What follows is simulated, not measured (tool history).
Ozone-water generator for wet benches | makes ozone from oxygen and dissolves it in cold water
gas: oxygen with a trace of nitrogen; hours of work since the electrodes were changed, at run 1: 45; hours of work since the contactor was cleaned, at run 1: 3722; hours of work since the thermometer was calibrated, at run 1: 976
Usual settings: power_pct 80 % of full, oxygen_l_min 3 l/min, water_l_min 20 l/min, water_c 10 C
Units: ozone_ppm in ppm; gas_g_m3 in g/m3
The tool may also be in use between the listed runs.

run   hour  power_pct  oxygen_l_min  water_l_min  water_c  hours of work since the electrodes were changed  hours of work since the contactor was cleaned  hours of work since the thermometer was calibrated  ozone_ppm  gas_g_m3
  1      0         80             3           20       10                                               45                                           3722                                                 976       17.9     211.4
  2   21.4         59             3           20       10                                               64                                           3742                                                 995       14.6     175.5
  3   52.6         80          1.74           20       10                                               93                                           3770                                                1023       16.2     293.9
  4   70.8         80          1.74           20       10                                              109                                           3786                                                1040       16.3     296.4
  5   94.3         80             3           20       10                                              130                                           3808                                                1061       18.1     213.4
  6  122.2         80             3           20       10                                              155                                           3833                                                1086       17.7     210.9
  7  150.6         80             3           20       10                                              181                                           3858                                                1112       17.5       212
  8  170.6         80             3           20        5                                              199                                           3876                                                1130       18.5     211.6
  9  208.9         80             3           20        5                                              234                                           3911                                                1165       18.9     210.2
 10  232.8         80             3           20        5                                              255                                           3933                                                1186       18.5     209.9
 11  257.7         80             3           20       10                                              278                                           3955                                                1209       17.8     211.1
 12    295         80             3           20       10                                              311                                           3989                                                1242       17.5       211
 13  313.7         80             3           21       10                                              328                                           4006                                                1259       16.9     211.4
 14  339.5         80             3           21       10                                              352                                           4029                                                1283       17.1     213.4
 15  375.4         80             3           21       10                                              384                                           4061                                                1315       17.2     212.4
 16    407         80             3           21       10                                              413                                           4090                                                1343       16.9     209.5
 17  437.3         67             3           20       10                                              440                                           4117                                                1371       15.8     187.9
 18  473.7         67             3           20       10                                              473                                           4150                                                1404       15.6     187.9
 19  496.4         67          1.94           17       10                                              493                                           4170                                                1424       17.2     248.9
 20  521.1         80          1.94           17       10                                              515                                           4193                                                1446       19.2     279.9
 21    555         80             3           18       10                                              546                                           4223                                                1477       19.2     209.7
 22  585.9         49          1.52           28       13                                              574                                           4251                                                1505        8.1     232.3
 23  618.2         49          1.52           28       13                                              603                                           4280                                                1534        8.2       234
 24  649.8         49          1.52           28       13                                              632                                           4309                                                1563        7.9     234.4
 25  673.5         80             3           15       10                                              653                                           4330                                                1584       22.8     212.1
 26  706.1         80          4.21           20        9                                              683                                           4360                                                1613       18.3     171.8
 27  733.9         49             3           20       10                                              708                                           4385                                                1639         13     155.3
 28  769.3         49          2.54           20       10                                              740                                           4417                                                1671       12.9     172.6
 29  796.9         49          2.54           20       10                                              764                                           4442                                                1695       12.8     170.7
 30  825.4         49          1.78           20       10                                              790                                           4467                                                1721         12     213.7
 31    855         49          1.78           16        7                                              817                                           4494                                                1748       14.9     213.5
 32  885.2         49          1.78           16        7                                              844                                           4521                                                1775       15.3     212.4
 33  912.1         44          2.57           20       10                                              868                                           4546                                                1799         12     159.9
 34  939.4         68          2.57           18       17                                              893                                           4570                                                1824       16.1     210.1

Forecast each of these 3 alternatives for the next run:
  A   963         68          2.57           14       16                                              914                                           4592                                                1845          ?         ?
  B   963         79          2.57           12        5                                              914                                           4592                                                1845          ?         ?
  C   963         56          2.57           32       15                                              914                                           4592                                                1845          ?         ?

run  ozone_ppm  gas_g_m3
  A       20.3     208.2
  B       28.4     231.6
  C        8.5     183.8
Without the tool's hidden state the same runs would have given:
run  ozone_ppm  gas_g_m3
  A       20.4     208.3
  B       28.4     231.7
  C        8.5     183.9
